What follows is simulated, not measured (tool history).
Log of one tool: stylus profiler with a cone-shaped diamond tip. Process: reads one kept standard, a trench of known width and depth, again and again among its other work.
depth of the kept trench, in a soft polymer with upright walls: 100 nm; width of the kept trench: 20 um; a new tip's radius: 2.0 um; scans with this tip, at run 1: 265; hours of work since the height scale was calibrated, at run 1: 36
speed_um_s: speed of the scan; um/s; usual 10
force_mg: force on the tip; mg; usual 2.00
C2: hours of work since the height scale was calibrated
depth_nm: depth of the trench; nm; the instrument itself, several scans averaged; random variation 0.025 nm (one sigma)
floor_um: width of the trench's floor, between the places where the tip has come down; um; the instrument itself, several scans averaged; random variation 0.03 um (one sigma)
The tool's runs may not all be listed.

Run 1, day 0.000: usual settings; scans with this tip 265; C2 36. Result: depth_nm 100.96 nm, floor_um 18.66 um.
Run 2, day 0.417: usual settings but speed_um_s 5 um/s; scans with this tip 307; C2 42. Result: depth_nm 100.98 nm, floor_um 18.69 um.
Run 3, day 1.171: usual settings but speed_um_s 21 um/s; scans with this tip 384; C2 52. Result: depth_nm 100.94 nm, floor_um 18.63 um.
Run 4, day 1.738: usual settings but speed_um_s 21 um/s; scans with this tip 441; C2 60. Result: depth_nm 100.94 nm, floor_um 18.60 um.
Run 5, day 2.438: usual settings but speed_um_s 5 um/s; scans with this tip 513; C2 70. Result: depth_nm 100.95 nm, floor_um 18.71 um.
Run 6, day 3.067: usual settings but speed_um_s 5 um/s; scans with this tip 577; C2 79. Result: depth_nm 100.91 nm, floor_um 18.71 um.
Run 7, day 3.679: usual settings but speed_um_s 5 um/s; scans with this tip 640; C2 87. Result: depth_nm 100.92 nm, floor_um 18.72 um.
Run 8, day 4.238: usual settings but speed_um_s 5 um/s; scans with this tip 696; C2 95. Result: depth_nm 100.89 nm, floor_um 18.73 um.
Run 9, day 4.688: usual settings but speed_um_s 5 um/s; scans with this tip 742; C2 101. Result: depth_nm 100.98 nm, floor_um 18.70 um.
Run 10, day 5.338: usual settings but speed_um_s 5 um/s; scans with this tip 808; C2 110. Result: depth_nm 100.95 nm, floor_um 18.70 um.
Run 11, day 6.233: usual settings but force_mg 0.78 mg; scans with this tip 900; C2 123. Result: depth_nm 100.48 nm, floor_um 18.66 um.
Run 12, day 6.938: usual settings but speed_um_s 16 um/s, force_mg 0.78 mg; scans with this tip 971; C2 133. Result: depth_nm 100.47 nm, floor_um 18.56 um.
Run 13, day 7.667: usual settings but speed_um_s 16 um/s, force_mg 0.78 mg; scans with this tip 1045; C2 143. Result: depth_nm 100.48 nm, floor_um 18.57 um.
Run 14, day 8.554: usual settings but speed_um_s 16 um/s, force_mg 0.78 mg; scans with this tip 1136; C2 155. Result: depth_nm 100.53 nm, floor_um 18.67 um.
Run 15, day 9.429: usual settings but speed_um_s 16 um/s, force_mg 0.78 mg; scans with this tip 1225; C2 167. Result: depth_nm 100.47 nm, floor_um 18.59 um.
Run 16, day 10.262: usual settings but speed_um_s 16 um/s, force_mg 0.78 mg; scans with this tip 1310; C2 179. Result: depth_nm 100.52 nm, floor_um 18.59 um.
Run 17, day 10.938: usual settings but speed_um_s 16 um/s, force_mg 0.78 mg; scans with this tip 1378; C2 188. Result: depth_nm 100.50 nm, floor_um 18.58 um.
Run 18, day 11.896: usual settings but speed_um_s 16 um/s, force_mg 0.78 mg; scans with this tip 1476; C2 202. Result: depth_nm 100.45 nm, floor_um 18.63 um.
Run 19, day 12.612: usual settings but speed_um_s 8 um/s, force_mg 2.44 mg; scans with this tip 1549; C2 212. Result: depth_nm 101.06 nm, floor_um 18.71 um.
Run 20, day 13.342: usual settings but force_mg 0.80 mg; scans with this tip 1624; C2 222. Result: depth_nm 100.52 nm, floor_um 18.68 um.
Run 21, day 13.900: usual settings but force_mg 0.80 mg; scans with this tip 1680; C2 230. Result: depth_nm 100.46 nm, floor_um 18.62 um.
Run 22, day 14.921: usual settings but speed_um_s 37 um/s, force_mg 0.86 mg; scans with this tip 1784; C2 244. Result: depth_nm 100.52 nm, floor_um 18.43 um.
Run 23, day 15.658: usual settings but speed_um_s 37 um/s, force_mg 0.86 mg; scans with this tip 1860; C2 254. Result: depth_nm 100.49 nm, floor_um 18.43 um.
Run 24, day 16.450: usual settings but speed_um_s 37 um/s, force_mg 0.86 mg; scans with this tip 1940; C2 265. Result: depth_nm 100.51 nm, floor_um 18.45 um.
Run 25, day 17.425: usual settings but speed_um_s 22 um/s, force_mg 3.19 mg; scans with this tip 2039; C2 279. Result: depth_nm 101.25 nm, floor_um 18.63 um.
Run 26, day 18.179: usual settings but speed_um_s 7 um/s, force_mg 1.66 mg; scans with this tip 2116; C2 289. Result: depth_nm 100.86 nm, floor_um 18.71 um.
Run 27, day 19.112: usual settings but force_mg 0.89 mg; scans with this tip 2211; C2 302. Result: depth_nm 100.53 nm, floor_um 18.62 um.
Run 28, day 19.554: usual settings but force_mg 0.69 mg; scans with this tip 2256; C2 308. Result: depth_nm 100.41 nm, floor_um 18.66 um.
Run 29, day 20.121: usual settings but force_mg 0.69 mg; scans with this tip 2314; C2 316. Result: depth_nm 100.44 nm, floor_um 18.70 um.
Run 30, day 21.021: usual settings but speed_um_s 5 um/s, force_mg 0.98 mg; scans with this tip 2406; C2 329. Result: depth_nm 100.55 nm, floor_um 18.76 um.
Run 31, day 21.700: usual settings but speed_um_s 5 um/s, force_mg 0.98 mg; scans with this tip 2475; C2 338. Result: depth_nm 100.56 nm, floor_um 18.70 um.
Run 32, day 22.638: usual settings but speed_um_s 5 um/s, force_mg 4.29 mg; scans with this tip 2570; C2 351. Result: depth_nm 101.56 nm, floor_um 18.70 um.

Forecast each of these 3 alternatives for the next run:
Run A, day 23.475: usual settings but speed_um_s 16 um/s; scans with this tip 2656; C2 363. Result: depth_nm ?, floor_um ?.
Run B, day 23.475: usual settings but speed_um_s 29 um/s, force_mg 1.54 mg; scans with this tip 2656; C2 363. Result: depth_nm ?, floor_um ?.
Run C, day 23.475: usual settings but speed_um_s 7 um/s, force_mg 2.75 mg; scans with this tip 2656; C2 363. Result: depth_nm ?, floor_um ?.

run  depth_nm  floor_um
  A    100.93     18.68
  B    100.81     18.62
  C    101.14     18.67
Without the tool's hidden state the same runs would have given:
run  depth_nm  floor_um
  A    100.92     18.68
  B    100.81     18.62
  C    101.14     18.67
